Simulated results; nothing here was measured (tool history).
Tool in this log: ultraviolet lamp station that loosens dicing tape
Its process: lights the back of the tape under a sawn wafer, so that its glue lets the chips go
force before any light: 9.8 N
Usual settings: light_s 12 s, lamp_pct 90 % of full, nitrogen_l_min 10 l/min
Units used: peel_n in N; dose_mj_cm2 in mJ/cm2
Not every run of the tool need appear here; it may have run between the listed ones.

{"run": 1, "hour": 0.0, "light_s": 12, "lamp_pct": 90, "nitrogen_l_min": 10, "peel_n": 0.6, "dose_mj_cm2": 602}
{"run": 2, "hour": 16.6, "light_s": 12, "lamp_pct": 90, "nitrogen_l_min": 10, "peel_n": 0.564, "dose_mj_cm2": 596}
{"run": 3, "hour": 28.1, "light_s": 12, "lamp_pct": 90, "nitrogen_l_min": 10, "peel_n": 0.604, "dose_mj_cm2": 601}
{"run": 4, "hour": 41.4, "light_s": 12, "lamp_pct": 90, "nitrogen_l_min": 10, "peel_n": 0.585, "dose_mj_cm2": 602}
{"run": 5, "hour": 56.2, "light_s": 12, "lamp_pct": 90, "nitrogen_l_min": 10, "peel_n": 0.601, "dose_mj_cm2": 602}
{"run": 6, "hour": 66.9, "light_s": 12, "lamp_pct": 90, "nitrogen_l_min": 10, "peel_n": 0.574, "dose_mj_cm2": 598}
{"run": 7, "hour": 83.7, "light_s": 12, "lamp_pct": 90, "nitrogen_l_min": 10, "peel_n": 0.583, "dose_mj_cm2": 607}
{"run": 8, "hour": 91.4, "light_s": 12, "lamp_pct": 90, "nitrogen_l_min": 3, "peel_n": 1.289, "dose_mj_cm2": 599}
{"run": 9, "hour": 105.6, "light_s": 12, "lamp_pct": 90, "nitrogen_l_min": 3, "peel_n": 1.325, "dose_mj_cm2": 598}
{"run": 10, "hour": 117.9, "light_s": 12, "lamp_pct": 90, "nitrogen_l_min": 3, "peel_n": 1.337, "dose_mj_cm2": 593}
{"run": 11, "hour": 128.0, "light_s": 12, "lamp_pct": 84, "nitrogen_l_min": 10, "peel_n": 0.684, "dose_mj_cm2": 561}
{"run": 12, "hour": 145.1, "light_s": 9, "lamp_pct": 90, "nitrogen_l_min": 10, "peel_n": 1.116, "dose_mj_cm2": 444}
{"run": 13, "hour": 157.4, "light_s": 9, "lamp_pct": 90, "nitrogen_l_min": 10, "peel_n": 1.118, "dose_mj_cm2": 447}
{"run": 14, "hour": 173.4, "light_s": 9, "lamp_pct": 90, "nitrogen_l_min": 10, "peel_n": 1.085, "dose_mj_cm2": 447}
{"run": 15, "hour": 185.5, "light_s": 9, "lamp_pct": 90, "nitrogen_l_min": 10, "peel_n": 1.103, "dose_mj_cm2": 450}
{"run": 16, "hour": 203.7, "light_s": 12, "lamp_pct": 90, "nitrogen_l_min": 10, "peel_n": 0.575, "dose_mj_cm2": 590}
{"run": 17, "hour": 213.2, "light_s": 12, "lamp_pct": 90, "nitrogen_l_min": 10, "peel_n": 0.586, "dose_mj_cm2": 594}
{"run": 18, "hour": 228.9, "light_s": 12, "lamp_pct": 90, "nitrogen_l_min": 10, "peel_n": 0.578, "dose_mj_cm2": 593}
{"run": 19, "hour": 245.0, "light_s": 18, "lamp_pct": 90, "nitrogen_l_min": 10, "peel_n": 0.237, "dose_mj_cm2": 892}
{"run": 20, "hour": 262.3, "light_s": 18, "lamp_pct": 74, "nitrogen_l_min": 10, "peel_n": 0.365, "dose_mj_cm2": 729}
{"run": 21, "hour": 276.5, "light_s": 18, "lamp_pct": 74, "nitrogen_l_min": 10, "peel_n": 0.357, "dose_mj_cm2": 731}
{"run": 22, "hour": 294.3, "light_s": 18, "lamp_pct": 74, "nitrogen_l_min": 10, "peel_n": 0.355, "dose_mj_cm2": 733}
{"run": 23, "hour": 306.3, "light_s": 18, "lamp_pct": 74, "nitrogen_l_min": 10, "peel_n": 0.361, "dose_mj_cm2": 731}
{"run": 24, "hour": 318.2, "light_s": 12, "lamp_pct": 81, "nitrogen_l_min": 10, "peel_n": 0.765, "dose_mj_cm2": 532}
{"hour": 329.9, "done": "window cleaned of glue's vapour"}
{"run": 25, "hour": 332.7, "light_s": 12, "lamp_pct": 82, "nitrogen_l_min": 8, "peel_n": 0.835, "dose_mj_cm2": 536}
{"run": 26, "hour": 347.9, "light_s": 8, "lamp_pct": 63, "nitrogen_l_min": 12, "peel_n": 2.193, "dose_mj_cm2": 276}
{"run": 27, "hour": 366.0, "light_s": 19, "lamp_pct": 90, "nitrogen_l_min": 10, "peel_n": 0.235, "dose_mj_cm2": 933}
{"run": 28, "hour": 375.3, "light_s": 19, "lamp_pct": 90, "nitrogen_l_min": 10, "peel_n": 0.235, "dose_mj_cm2": 936}
{"run": 29, "hour": 385.1, "light_s": 12, "lamp_pct": 82, "nitrogen_l_min": 10, "peel_n": 0.704, "dose_mj_cm2": 535}

Run 30 has not been measured yet. What should we expect?
{"run": 30, "hour": 397.3, "light_s": 12, "lamp_pct": 85, "nitrogen_l_min": 10, "peel_n": "?", "dose_mj_cm2": "?"}

{"run 30": {"peel_n": 0.672, "dose_mj_cm2": 554}}
The same run, on a tool lacking any hidden state, would have yielded peel_n 0.67 N, dose_mj_cm2 568 mJ/cm2.

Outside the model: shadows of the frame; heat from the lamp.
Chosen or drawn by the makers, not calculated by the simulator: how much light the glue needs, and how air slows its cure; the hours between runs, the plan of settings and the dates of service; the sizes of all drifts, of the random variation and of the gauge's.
